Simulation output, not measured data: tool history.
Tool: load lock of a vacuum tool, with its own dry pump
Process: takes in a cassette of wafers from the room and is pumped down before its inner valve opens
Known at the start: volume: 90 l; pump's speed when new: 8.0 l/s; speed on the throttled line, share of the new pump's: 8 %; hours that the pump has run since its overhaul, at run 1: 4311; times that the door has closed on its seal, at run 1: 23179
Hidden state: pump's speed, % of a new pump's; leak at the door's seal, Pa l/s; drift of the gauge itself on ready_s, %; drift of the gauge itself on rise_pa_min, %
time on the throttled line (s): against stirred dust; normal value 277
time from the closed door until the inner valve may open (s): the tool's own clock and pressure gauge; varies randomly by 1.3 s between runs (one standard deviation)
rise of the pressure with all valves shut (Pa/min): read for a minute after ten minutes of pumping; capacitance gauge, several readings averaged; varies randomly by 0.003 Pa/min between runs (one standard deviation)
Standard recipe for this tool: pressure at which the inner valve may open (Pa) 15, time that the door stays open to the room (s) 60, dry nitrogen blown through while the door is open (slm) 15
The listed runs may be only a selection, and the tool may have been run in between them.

run,day,time on the throttled line (s),pressure at which the inner valve may open (Pa),time that the door stays open to the room (s),dry nitrogen blown through while the door is open (slm),hours that the pump has run since its overhaul,times that the door has closed on its seal,"incoming humidity of the room's air, %",time from the closed door until the inner valve may open (s),rise of the pressure with all valves shut (Pa/min)
1,0.000,277,15,60,15,4311,23179,44.1,353.4,0.042
2,2.096,277,15,60,15,4361,23314,46.0,352.1,0.039
3,6.408,277,15,60,15,4465,23594,44.6,352.5,0.043
4,8.800,277,15,60,15,4522,23749,45.6,352.2,0.044
5,13.496,277,15,60,11,4635,24054,43.5,353.4,0.041
6,16.908,277,15,60,15,4717,24275,43.3,351.4,0.037
7,19.450,277,15,60,15,4778,24440,44.0,353.5,0.044
8,21.888,277,15,60,15,4836,24598,45.7,352.0,0.042
9,25.604,277,26,58,40,4926,24839,46.7,345.0,0.020
10,30.250,519,15,60,23,5037,25140,47.6,571.2,0.040
11,32.575,519,15,60,23,5093,25291,44.7,572.1,0.035
12,35.033,176,25,60,6,5152,25450,45.4,255.4,0.054
13,38.342,277,23,60,15,5231,25665,43.3,348.6,0.044
14,41.471,277,23,60,15,5306,25868,43.1,347.3,0.039
15,45.700,322,23,60,15,5408,26142,42.8,388.2,0.043
16,48.188,322,23,60,15,5468,26304,46.9,389.9,0.046

Measured less the same run without the tool's hidden state. The same run-to-run variation is in both; the gauge's scatter may not be:
run,rise of the pressure with all valves shut (Pa/min)
1,+0.003
2,+0.002
3,+0.002
4,+0.002
5,+0.003
6,+0.003
7,+0.003
8,+0.002
9,+0.003
10,+0.002
11,+0.003
12,+0.002
13,+0.003
14,+0.003
15,+0.003
16,+0.003
time from the closed door until the inner valve may open (s): at most 0.1 away from the measurement, every run.
